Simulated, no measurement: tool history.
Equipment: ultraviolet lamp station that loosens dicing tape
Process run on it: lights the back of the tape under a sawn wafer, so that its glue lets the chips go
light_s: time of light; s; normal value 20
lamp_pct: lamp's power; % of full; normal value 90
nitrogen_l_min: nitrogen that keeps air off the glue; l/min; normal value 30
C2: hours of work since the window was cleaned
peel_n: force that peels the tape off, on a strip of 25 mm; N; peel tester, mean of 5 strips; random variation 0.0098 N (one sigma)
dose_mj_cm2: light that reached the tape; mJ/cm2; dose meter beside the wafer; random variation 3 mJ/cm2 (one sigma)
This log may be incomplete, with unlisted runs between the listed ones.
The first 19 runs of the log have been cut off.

run 20 hour=151.4 | light_s=20 lamp_pct=77 nitrogen_l_min=30 | hours_of_work_of_the_lamp=244 C2=13 | peel_n=0.620 dose_mj_cm2=395
run 21 hour=156.9 | light_s=20 lamp_pct=90 nitrogen_l_min=30 | hours_of_work_of_the_lamp=248 C2=16 | peel_n=0.440 dose_mj_cm2=464
run 22 hour=167.0 | light_s=20 lamp_pct=90 nitrogen_l_min=30 | hours_of_work_of_the_lamp=254 C2=23 | peel_n=0.399 dose_mj_cm2=460
run 23 hour=172.4 | light_s=10 lamp_pct=62 nitrogen_l_min=30 | hours_of_work_of_the_lamp=258 C2=26 | peel_n=2.679 dose_mj_cm2=160
run 24 hour=179.8 | light_s=10 lamp_pct=62 nitrogen_l_min=30 | hours_of_work_of_the_lamp=263 C2=31 | peel_n=2.803 dose_mj_cm2=159
run 25 hour=186.5 | light_s=10 lamp_pct=62 nitrogen_l_min=30 | hours_of_work_of_the_lamp=267 C2=35 | peel_n=2.856 dose_mj_cm2=154
run 26 hour=195.3 | light_s=10 lamp_pct=62 nitrogen_l_min=30 | hours_of_work_of_the_lamp=273 C2=41 | peel_n=2.732 dose_mj_cm2=158
run 27 hour=205.7 | light_s=21 lamp_pct=63 nitrogen_l_min=10 | hours_of_work_of_the_lamp=279 C2=48 | peel_n=1.599 dose_mj_cm2=339
run 28 hour=212.5 | light_s=21 lamp_pct=63 nitrogen_l_min=10 | hours_of_work_of_the_lamp=284 C2=52 | peel_n=1.602 dose_mj_cm2=337
run 29 hour=221.7 | light_s=17 lamp_pct=94 nitrogen_l_min=10 | hours_of_work_of_the_lamp=290 C2=58 | peel_n=1.145 dose_mj_cm2=406
run 30 hour=230.4 | light_s=17 lamp_pct=94 nitrogen_l_min=10 | hours_of_work_of_the_lamp=295 C2=64 | peel_n=1.174 dose_mj_cm2=407
run 31 hour=235.9 | light_s=14 lamp_pct=80 nitrogen_l_min=10 | hours_of_work_of_the_lamp=299 C2=67 | peel_n=2.012 dose_mj_cm2=286
run 32 hour=243.6 | light_s=14 lamp_pct=80 nitrogen_l_min=10 | hours_of_work_of_the_lamp=304 C2=72 | peel_n=2.050 dose_mj_cm2=286
run 33 hour=254.0 | light_s=13 lamp_pct=90 nitrogen_l_min=30 | hours_of_work_of_the_lamp=311 C2=79 | peel_n=1.142 dose_mj_cm2=301
run 34 hour=264.2 | light_s=31 lamp_pct=72 nitrogen_l_min=23 | hours_of_work_of_the_lamp=317 C2=86 | peel_n=0.283 dose_mj_cm2=569
run 35 hour=268.7 | light_s=31 lamp_pct=72 nitrogen_l_min=23 | hours_of_work_of_the_lamp=320 C2=89 | peel_n=0.285 dose_mj_cm2=575
run 36 hour=273.9 | light_s=31 lamp_pct=72 nitrogen_l_min=23 | hours_of_work_of_the_lamp=324 C2=92 | peel_n=0.278 dose_mj_cm2=565
run 37 hour=280.7 | light_s=31 lamp_pct=72 nitrogen_l_min=22 | hours_of_work_of_the_lamp=328 C2=97 | peel_n=0.310 dose_mj_cm2=566
run 38 hour=290.2 | light_s=31 lamp_pct=72 nitrogen_l_min=22 | hours_of_work_of_the_lamp=334 C2=103 | peel_n=0.293 dose_mj_cm2=574
run 39 hour=300.1 | light_s=18 lamp_pct=88 nitrogen_l_min=30 | hours_of_work_of_the_lamp=341 C2=109 | peel_n=0.578 dose_mj_cm2=404
run 40 hour=308.3 | light_s=18 lamp_pct=88 nitrogen_l_min=30 | hours_of_work_of_the_lamp=346 C2=114 | peel_n=0.571 dose_mj_cm2=404

What will run 41 give?
run 41 hour=312.8 | light_s=20 lamp_pct=90 nitrogen_l_min=48 | hours_of_work_of_the_lamp=349 C2=117 | peel_n=? dose_mj_cm2=?

Run 41 came out at peel_n 0.319 N, dose_mj_cm2 459 mJ/cm2.
Take away the tool's hidden state, keep the run-to-run variation as it was, and the same run would have given peel_n 0.318 N, dose_mj_cm2 459 mJ/cm2.
